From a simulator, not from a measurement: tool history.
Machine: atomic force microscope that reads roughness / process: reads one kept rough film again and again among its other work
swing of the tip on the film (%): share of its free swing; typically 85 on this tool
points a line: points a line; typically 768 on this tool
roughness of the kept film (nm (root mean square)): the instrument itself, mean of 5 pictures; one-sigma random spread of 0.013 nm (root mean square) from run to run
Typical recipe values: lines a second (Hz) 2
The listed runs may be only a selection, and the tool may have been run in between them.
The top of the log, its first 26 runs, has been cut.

run,hour,lines a second (Hz),swing of the tip on the film (%),points a line,pictures with this tip,hours of work since the height scale was calibrated,roughness of the kept film (nm (root mean square))
27,995.9,2,88,282,269,1313,2.925
28,1024,2,88,282,293,1326,2.917
29,1047,1.39,69,383,313,1337,3.265
30,1086.5,1.39,66,872,347,1356,3.287
31,1111.9,2,69,768,369,1368,3.198
# hour 1131.6: new tip fitted
32,1137.3,2.74,85,908,4,1380,2.955
33,1171.8,1.44,56,768,34,1396,3.474
34,1196.9,1.44,66,768,56,1408,3.44
35,1241.6,1.44,86,270,94,1429,3.163
36,1272,3.16,56,270,120,1444,3.331
# hour 1290.4: height scale calibrated on a step standard
37,1295.7,3.16,56,270,140,3,3.27

Each row is a separate what-if for the run after 37, all from the same tool condition, not one after another. Results?
A,1347.4,0.65,56,270,184,27,?
B,1347.4,1.58,85,871,184,27,?
C,1347.4,2,55,768,184,27,?

run,roughness of the kept film (nm (root mean square))
A,3.353
B,3.065
C,3.332
Without the tool's unlogged condition, the same runs would have read:
run,roughness of the kept film (nm (root mean square))
A,3.432
B,3.136
C,3.41
